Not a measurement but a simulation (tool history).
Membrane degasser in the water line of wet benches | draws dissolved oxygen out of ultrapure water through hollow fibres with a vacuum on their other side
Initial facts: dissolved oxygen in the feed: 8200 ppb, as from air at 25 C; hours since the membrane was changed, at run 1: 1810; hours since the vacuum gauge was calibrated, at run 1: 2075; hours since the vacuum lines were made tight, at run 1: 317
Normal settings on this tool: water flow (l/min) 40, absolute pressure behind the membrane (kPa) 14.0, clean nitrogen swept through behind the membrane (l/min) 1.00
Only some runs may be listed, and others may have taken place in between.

run   hour  water flow (l/min)  absolute pressure behind the membrane (kPa)  clean nitrogen swept through behind the membrane (l/min)  hours since the membrane was changed  hours since the vacuum gauge was calibrated  hours since the vacuum lines were made tight  dissolved oxygen in the water behind the degasser (ppb)  pressure that the water loses in the fibres (kPa)
  1    0.0                  40                                         14.0                                                      1.00                                  1810                                         2075                                           317                                                    853.4                                              27.84
  2   33.7                  40                                         14.0                                                      1.00                                  1843                                         2109                                           351                                                    854.2                                              27.76
  3   74.5                  40                                         14.0                                                      1.00                                  1884                                         2150                                           392                                                    850.7                                              27.75
  4  109.8                  40                                         14.0                                                      1.43                                  1919                                         2185                                           427                                                    658.1                                              27.81
  5  159.3                  40                                         14.0                                                      1.43                                  1969                                         2235                                           476                                                    656.4                                              28.06
  6  205.1                  40                                         14.0                                                      1.43                                  2015                                         2280                                           522                                                    661.8                                              27.92
  7  239.1                  40                                         14.0                                                      1.43                                  2049                                         2314                                           556                                                    662.4                                              27.87
  8  278.7                  40                                         14.0                                                      1.43                                  2088                                         2354                                           596                                                    668.1                                              27.86
  9  309.4                  40                                         14.0                                                      1.43                                  2119                                         2385                                           627                                                    662.8                                              27.78
 10  330.6                  40                                          9.3                                                      1.00                                  2140                                         2406                                           648                                                    531.1                                              27.70
 11  368.1                  40                                         14.0                                                      0.85                                  2178                                         2443                                           685                                                    948.8                                              27.96
 12  416.0                  40                                         14.0                                                      1.00                                  2226                                         2491                                           733                                                    847.3                                              27.54
 13  443.4                  40                                         14.0                                                      1.00                                  2253                                         2519                                           761                                                    848.9                                              27.63
 14  477.4                  25                                         29.2                                                      1.42                                  2287                                         2553                                           795                                                    923.2                                              17.46
 15  497.8                  25                                         29.2                                                      1.42                                  2307                                         2573                                           815                                                    938.1                                              17.11
 16  523.8                  27                                         27.8                                                      2.47                                  2333                                         2599                                           841                                                    603.3                                              18.61
 17  557.6                  27                                         27.8                                                      2.47                                  2367                                         2633                                           875                                                    594.6                                              18.33
 18  577.6                  46                                         16.7                                                      0.91                                  2387                                         2653                                           895                                                   1240.6                                              31.84
 19  601.8                  55                                         14.0                                                      1.00                                  2411                                         2677                                           919                                                   1163.0                                              38.28
 20  639.5                  31                                         14.0                                                      1.00                                  2449                                         2715                                           957                                                    667.4                                              21.45
 21  666.8                  59                                         14.0                                                      0.62                                  2476                                         2742                                           984                                                   1609.2                                              41.18
 22  704.9                  40                                         10.0                                                      1.00                                  2514                                         2780                                          1022                                                    579.4                                              27.55
 23  751.1                  40                                         10.0                                                      0.52                                  2561                                         2826                                          1068                                                    877.6                                              27.46
 24  794.6                  61                                         22.4                                                      0.52                                  2604                                         2870                                          1112                                                   2720.4                                              42.43

Here are 3 independent what-if runs from the current tool condition. What would each one return?
  A  842.6                  40                                         14.0                                                      1.00                                  2652                                         2918                                          1160                                                        ?                                                  ?
  B  842.6                  40                                         14.8                                                      1.15                                  2652                                         2918                                          1160                                                        ?                                                  ?
  C  842.6                  27                                         22.4                                                      0.96                                  2652                                         2918                                          1160                                                        ?                                                  ?

run  dissolved oxygen in the water behind the degasser (ppb)  pressure that the water loses in the fibres (kPa)
  A                                                    847.7                                              27.57
  B                                                    814.9                                              27.70
  C                                                   1035.6                                              18.76
Take away the tool's hidden state, keep each run's random variation, and the runs would have read:
run  dissolved oxygen in the water behind the degasser (ppb)  pressure that the water loses in the fibres (kPa)
  A                                                    847.3                                              27.56
  B                                                    814.6                                              27.69
  C                                                   1035.4                                              18.76
